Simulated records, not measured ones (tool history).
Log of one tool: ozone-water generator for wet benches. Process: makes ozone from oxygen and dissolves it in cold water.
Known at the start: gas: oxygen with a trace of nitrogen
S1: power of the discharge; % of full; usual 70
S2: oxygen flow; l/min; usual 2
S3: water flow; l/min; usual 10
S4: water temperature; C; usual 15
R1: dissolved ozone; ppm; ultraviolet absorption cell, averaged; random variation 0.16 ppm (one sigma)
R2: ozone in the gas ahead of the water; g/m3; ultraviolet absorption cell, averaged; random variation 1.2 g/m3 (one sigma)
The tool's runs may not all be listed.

{"run": 1, "hour": 0.0, "S1": 70, "S2": 2, "S3": 10, "S4": 15, "R1": 20.2, "R2": 205.9}
{"run": 2, "hour": 49.7, "S1": 70, "S2": 2, "S3": 10, "S4": 15, "R1": 20.5, "R2": 205.3}
{"run": 3, "hour": 120.5, "S1": 70, "S2": 2, "S3": 10, "S4": 13, "R1": 21.1, "R2": 205.4}
{"run": 4, "hour": 216.5, "S1": 41, "S2": 2, "S3": 10, "S4": 15, "R1": 15.4, "R2": 153.1}
{"run": 5, "hour": 273.3, "S1": 41, "S2": 2, "S3": 10, "S4": 15, "R1": 15.2, "R2": 154.1}
{"run": 6, "hour": 365.6, "S1": 41, "S2": 2, "S3": 10, "S4": 15, "R1": 15.2, "R2": 153.8}
{"run": 7, "hour": 437.4, "S1": 41, "S2": 2, "S3": 10, "S4": 15, "R1": 15.1, "R2": 150.1}
{"run": 8, "hour": 517.2, "S1": 41, "S2": 2, "S3": 10, "S4": 15, "R1": 15.1, "R2": 152}
{"run": 9, "hour": 616.3, "S1": 41, "S2": 2, "S3": 10, "S4": 15, "R1": 15, "R2": 151.9}
{"run": 10, "hour": 692.3, "S1": 41, "S2": 2, "S3": 10, "S4": 15, "R1": 15, "R2": 150.7}
{"hour": 698.2, "done": "water thermometer calibrated"}
{"run": 11, "hour": 771.9, "S1": 70, "S2": 2, "S3": 10, "S4": 11, "R1": 20.7, "R2": 200.1}
{"run": 12, "hour": 868.8, "S1": 70, "S2": 3.24, "S3": 10, "S4": 15, "R1": 20.5, "R2": 155.2}
{"run": 13, "hour": 915.6, "S1": 70, "S2": 3.24, "S3": 10, "S4": 15, "R1": 20.1, "R2": 155}
{"run": 14, "hour": 996.2, "S1": 70, "S2": 1.03, "S3": 10, "S4": 15, "R1": 17.4, "R2": 281.1}
{"hour": 1010.6, "done": "water thermometer calibrated, once more"}
{"run": 15, "hour": 1045.0, "S1": 70, "S2": 1.03, "S3": 10, "S4": 15, "R1": 17.6, "R2": 276.9}
{"run": 16, "hour": 1143.5, "S1": 49, "S2": 1.33, "S3": 10, "S4": 9, "R1": 15.8, "R2": 201.6}
{"run": 17, "hour": 1232.1, "S1": 84, "S2": 2.8, "S3": 9, "S4": 15, "R1": 23.4, "R2": 181.9}
{"run": 18, "hour": 1308.1, "S1": 46, "S2": 2.35, "S3": 14, "S4": 23, "R1": 11, "R2": 145.8}
{"run": 19, "hour": 1407.2, "S1": 46, "S2": 2.35, "S3": 14, "S4": 23, "R1": 11.1, "R2": 143.4}
{"run": 20, "hour": 1455.3, "S1": 46, "S2": 2.35, "S3": 14, "S4": 23, "R1": 11.2, "R2": 143.7}
{"run": 21, "hour": 1503.8, "S1": 70, "S2": 1.88, "S3": 10, "S4": 15, "R1": 19.1, "R2": 202.8}
{"run": 22, "hour": 1576.4, "S1": 70, "S2": 1.88, "S3": 10, "S4": 15, "R1": 19, "R2": 198.6}
{"run": 23, "hour": 1659.9, "S1": 70, "S2": 1.88, "S3": 10, "S4": 15, "R1": 19, "R2": 200.1}
{"run": 24, "hour": 1729.1, "S1": 56, "S2": 1.71, "S3": 12, "S4": 8, "R1": 15.4, "R2": 187.4}
{"run": 25, "hour": 1811.2, "S1": 56, "S2": 1.71, "S3": 12, "S4": 8, "R1": 15, "R2": 184.9}
{"run": 26, "hour": 1872.8, "S1": 70, "S2": 1.05, "S3": 9, "S4": 22, "R1": 17.4, "R2": 268.8}
{"run": 27, "hour": 1963.5, "S1": 70, "S2": 2, "S3": 10, "S4": 16, "R1": 18.7, "R2": 190.9}
{"run": 28, "hour": 2016.6, "S1": 70, "S2": 2, "S3": 10, "S4": 7, "R1": 20.7, "R2": 190.1}

Forecast each of these 5 alternatives for the next run:
{"run": "A", "hour": 2108.3, "S1": 42, "S2": 2.15, "S3": 10, "S4": 12, "R1": "?", "R2": "?"}
{"run": "B", "hour": 2108.3, "S1": 75, "S2": 2, "S3": 10, "S4": 15, "R1": "?", "R2": "?"}
{"run": "C", "hour": 2108.3, "S1": 73, "S2": 1.12, "S3": 10, "S4": 10, "R1": "?", "R2": "?"}
{"run": "D", "hour": 2108.3, "S1": 70, "S2": 2, "S3": 7, "S4": 7, "R1": "?", "R2": "?"}
{"run": "E", "hour": 2108.3, "S1": 70, "S2": 2, "S3": 12, "S4": 7, "R1": "?", "R2": "?"}

run=A R1=15 R2=143.1
run=B R1=19.5 R2=197
run=C R1=17.7 R2=264.1
run=D R1=27.3 R2=193.1
run=E R1=17.7 R2=190.3
Without the tool's hidden state the same runs would have given:
run=A R1=16.7 R2=156.1
run=B R1=22.5 R2=223
run=C R1=20.5 R2=298.5
run=D R1=31.3 R2=217.6
run=E R1=20.4 R2=214.6
